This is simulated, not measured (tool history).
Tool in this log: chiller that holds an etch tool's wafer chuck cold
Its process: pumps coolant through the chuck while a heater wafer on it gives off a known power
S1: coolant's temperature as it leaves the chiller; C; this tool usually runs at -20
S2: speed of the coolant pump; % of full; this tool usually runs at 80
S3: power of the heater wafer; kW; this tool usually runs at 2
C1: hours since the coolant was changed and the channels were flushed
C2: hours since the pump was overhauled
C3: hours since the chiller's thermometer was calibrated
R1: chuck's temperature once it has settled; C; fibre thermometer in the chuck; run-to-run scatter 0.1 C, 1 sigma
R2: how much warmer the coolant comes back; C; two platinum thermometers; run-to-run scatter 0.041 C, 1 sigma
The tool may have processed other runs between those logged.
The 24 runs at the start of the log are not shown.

Run 25, day 62.804: usual settings but S1 -28 C, S2 62 % of full, S3 2.834 kW; C1 4225; C2 3715; C3 4295. Result: R1 2.5 C, R2 18.11 C.
Run 26, day 64.483: usual settings but S1 -12 C; C1 4265; C2 3756; C3 4335. Result: R1 5.1 C, R2 9.9 C.
Run 27, day 68.017: usual settings but S1 -12 C, S3 1.991 kW; C1 4350; C2 3840; C3 4420. Result: R1 5.2 C, R2 9.85 C.
Run 28, day 71.583: usual settings but S1 -16 C, S2 98 % of full, S3 2.296 kW; C1 4435; C2 3926; C3 4505. Result: R1 0.5 C, R2 9.25 C.
Run 29, day 75.058: usual settings but S1 -16 C, S2 98 % of full, S3 2.296 kW; C1 4519; C2 4009; C3 4589. Result: R1 0.6 C, R2 9.21 C.
Run 30, day 77.958: usual settings but S1 -16 C, S2 63 % of full, S3 1.193 kW; C1 4588; C2 4079; C3 4658. Result: R1 -3.5 C, R2 7.61 C.
Run 31, day 80.442: usual settings but S1 -15 C, S3 1.527 kW; C1 4648; C2 4139; C3 4718. Result: R1 -2.1 C, R2 7.61 C.
Run 32, day 83.729: usual settings but S1 -15 C, S3 1.527 kW; C1 4727; C2 4218; C3 4797. Result: R1 -1.8 C, R2 7.57 C.

Branching from run 32: 4 alternative next runs. What would each branch give?
Run A, day 86.262: usual settings but S1 -16 C, S3 1.527 kW; C1 4788; C2 4278; C3 4858. Result: R1 ?, R2 ?.
Run B, day 86.262: usual settings but S1 -15 C, S2 79 % of full, S3 1.527 kW; C1 4788; C2 4278; C3 4858. Result: R1 ?, R2 ?.
Run C, day 86.262: usual settings but S1 -11 C, S2 68 % of full, S3 1.117 kW; C1 4788; C2 4278; C3 4858. Result: R1 ?, R2 ?.
Run D, day 86.262: usual settings but S2 89 % of full; C1 4788; C2 4278; C3 4858. Result: R1 ?, R2 ?.

run    R1    R2
  A  -2.9  7.67
  B  -1.6  7.67
  C  -0.2  6.58
  D  -4.3  8.89
Without the tool's hidden state the same runs would have given:
run    R1    R2
  A  -3.5  7.15
  B  -2.2  7.14
  C  -0.6  6.12
  D  -5.1  8.27

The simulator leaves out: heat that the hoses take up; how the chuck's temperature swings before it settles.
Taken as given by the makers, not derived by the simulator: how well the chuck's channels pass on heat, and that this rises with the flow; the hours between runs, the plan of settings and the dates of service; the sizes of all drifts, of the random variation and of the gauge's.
